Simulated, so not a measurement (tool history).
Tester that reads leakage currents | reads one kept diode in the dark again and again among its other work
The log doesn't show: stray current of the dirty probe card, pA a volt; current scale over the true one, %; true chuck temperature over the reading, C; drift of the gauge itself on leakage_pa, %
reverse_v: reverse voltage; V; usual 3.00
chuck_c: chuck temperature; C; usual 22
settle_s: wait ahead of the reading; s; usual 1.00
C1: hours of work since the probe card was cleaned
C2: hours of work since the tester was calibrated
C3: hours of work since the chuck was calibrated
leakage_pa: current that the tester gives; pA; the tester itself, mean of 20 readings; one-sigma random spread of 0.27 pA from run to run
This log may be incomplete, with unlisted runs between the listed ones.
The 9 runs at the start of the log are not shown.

Run 10, hour 348.6: usual settings; C1 1037; C2 1508; C3 218. Result: leakage_pa 91.26 pA.
Run 11, hour 383.2: usual settings; C1 1060; C2 1530; C3 241. Result: leakage_pa 91.49 pA.
Run 12, hour 409.4: usual settings; C1 1077; C2 1548; C3 258. Result: leakage_pa 91.30 pA.
Run 13, hour 436.8: usual settings; C1 1095; C2 1566; C3 276. Result: leakage_pa 91.41 pA.
Run 14, hour 479.5: usual settings; C1 1123; C2 1594; C3 304. Result: leakage_pa 91.22 pA.
Run 15, hour 523.2: usual settings but chuck_c 20 C; C1 1152; C2 1623; C3 333. Result: leakage_pa 78.20 pA.
Run 16, hour 561.8: usual settings; C1 1177; C2 1648; C3 358. Result: leakage_pa 90.95 pA.
Run 17, hour 597.8: usual settings; C1 1201; C2 1672; C3 382. Result: leakage_pa 90.73 pA.
Run 18, hour 635.2: usual settings; C1 1225; C2 1696; C3 406. Result: leakage_pa 90.24 pA.
Run 19, hour 666.8: usual settings; C1 1246; C2 1717; C3 427. Result: leakage_pa 89.84 pA.
Run 20, hour 710.5: usual settings but reverse_v 7.78 V; C1 1275; C2 1746; C3 456. Result: leakage_pa 144.82 pA.
Run 21, hour 733.6: usual settings but chuck_c 24 C; C1 1290; C2 1761; C3 471. Result: leakage_pa 103.88 pA.
Run 22, hour 782.0: usual settings but reverse_v 4.54 V, settle_s 0.73 s; C1 1322; C2 1793; C3 503. Result: leakage_pa 110.57 pA.
Run 23, hour 826.3: usual settings but reverse_v 5.73 V, chuck_c 55 C; C1 1351; C2 1822; C3 532. Result: leakage_pa 1166.48 pA.
Run 24, hour 859.3: usual settings but reverse_v 1.04 V, chuck_c 44 C, settle_s 4.23 s; C1 1373; C2 1844; C3 554. Result: leakage_pa 259.46 pA.
Run 25, hour 905.7: usual settings but reverse_v 3.90 V, chuck_c 44 C, settle_s 2.00 s; C1 1403; C2 1874; C3 584. Result: leakage_pa 475.19 pA.
Run 26, hour 938.9: usual settings but reverse_v 3.90 V, chuck_c 35 C, settle_s 0.85 s; C1 1425; C2 1896; C3 606. Result: leakage_pa 258.28 pA.
Run 27, hour 975.1: usual settings but reverse_v 3.90 V, chuck_c 35 C, settle_s 0.85 s; C1 1449; C2 1920; C3 630. Result: leakage_pa 255.53 pA.
Run 28, hour 1001.5: usual settings but reverse_v 3.90 V, chuck_c 51 C, settle_s 0.80 s; C1 1466; C2 1937; C3 647. Result: leakage_pa 749.66 pA.
Run 29, hour 1026.5: usual settings but chuck_c 33 C, settle_s 3.13 s; C1 1483; C2 1954; C3 664. Result: leakage_pa 195.78 pA.

Run 30, settings as shown, results not yet in. Your forecast:
Run 30, hour 1058.8: usual settings but chuck_c 56 C, settle_s 2.14 s; C1 1504; C2 1975; C3 685. Result: leakage_pa ?.

{"run 30": {"leakage_pa": 914.68}}
With the hidden condition absent and the run-to-run variation left alone, this run would have shown leakage_pa 965.42 pA.

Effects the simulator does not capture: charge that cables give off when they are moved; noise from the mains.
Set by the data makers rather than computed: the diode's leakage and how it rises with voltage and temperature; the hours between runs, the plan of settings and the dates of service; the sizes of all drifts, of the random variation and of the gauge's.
